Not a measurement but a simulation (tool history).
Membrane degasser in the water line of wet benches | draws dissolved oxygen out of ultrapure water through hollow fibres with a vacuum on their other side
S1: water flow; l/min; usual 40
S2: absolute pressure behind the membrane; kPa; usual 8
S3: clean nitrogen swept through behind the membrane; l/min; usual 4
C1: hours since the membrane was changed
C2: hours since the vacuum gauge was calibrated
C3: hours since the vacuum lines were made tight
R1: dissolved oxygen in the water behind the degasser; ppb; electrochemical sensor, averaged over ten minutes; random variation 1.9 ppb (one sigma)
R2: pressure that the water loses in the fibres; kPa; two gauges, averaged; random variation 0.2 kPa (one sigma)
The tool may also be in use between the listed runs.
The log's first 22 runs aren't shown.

{"run": 23, "hour": 1787.0, "S1": 27, "S2": 8.25, "S3": 4, "C1": 5559, "C2": 2908, "C3": 3433, "R1": 106.9, "R2": 30.38}
{"run": 24, "hour": 1875.4, "S1": 41, "S2": 6.9, "S3": 2.14, "C1": 5648, "C2": 2996, "C3": 3522, "R1": 252.1, "R2": 46.34}
{"run": 25, "hour": 1979.1, "S1": 41, "S2": 14.48, "S3": 7.92, "C1": 5751, "C2": 3100, "C3": 3625, "R1": 229, "R2": 46.01}
{"run": 26, "hour": 2030.5, "S1": 41, "S2": 14.48, "S3": 7.92, "C1": 5803, "C2": 3151, "C3": 3677, "R1": 228.6, "R2": 46.33}
{"run": 27, "hour": 2118.5, "S1": 41, "S2": 14.48, "S3": 7.92, "C1": 5891, "C2": 3239, "C3": 3765, "R1": 232.6, "R2": 45.9}
{"run": 28, "hour": 2189.7, "S1": 41, "S2": 14.48, "S3": 7.92, "C1": 5962, "C2": 3311, "C3": 3836, "R1": 232.8, "R2": 46.11}
{"run": 29, "hour": 2297.5, "S1": 35, "S2": 8, "S3": 4, "C1": 6070, "C2": 3418, "C3": 3944, "R1": 159.5, "R2": 39.5}
{"run": 30, "hour": 2408.6, "S1": 35, "S2": 8, "S3": 4, "C1": 6181, "C2": 3530, "C3": 4055, "R1": 159.1, "R2": 39.51}
{"run": 31, "hour": 2465.6, "S1": 37, "S2": 8, "S3": 3.98, "C1": 6238, "C2": 3586, "C3": 4112, "R1": 173.5, "R2": 41.58}
{"run": 32, "hour": 2565.5, "S1": 60, "S2": 8, "S3": 4.66, "C1": 6338, "C2": 3686, "C3": 4212, "R1": 373.7, "R2": 67.69}

4 ways to go on from here, each from the tool as it stands after run 32. What would each give?
{"run": "A", "hour": 2675.1, "S1": 60, "S2": 6.33, "S3": 4.66, "C1": 6447, "C2": 3796, "C3": 4321, "R1": "?", "R2": "?"}
{"run": "B", "hour": 2675.1, "S1": 40, "S2": 8, "S3": 4, "C1": 6447, "C2": 3796, "C3": 4321, "R1": "?", "R2": "?"}
{"run": "C", "hour": 2675.1, "S1": 60, "S2": 15.33, "S3": 4.66, "C1": 6447, "C2": 3796, "C3": 4321, "R1": "?", "R2": "?"}
{"run": "D", "hour": 2675.1, "S1": 44, "S2": 8, "S3": 4.66, "C1": 6447, "C2": 3796, "C3": 4321, "R1": "?", "R2": "?"}

run=A R1=323.8 R2=67.37
run=B R1=201.7 R2=44.95
run=C R1=573.9 R2=67.74
run=D R1=216.2 R2=49.45
Without the tool's hidden state the same runs would have given:
run=A R1=296.8 R2=65.38
run=B R1=187 R2=43.62
run=C R1=546.7 R2=65.76
run=D R1=199.7 R2=48
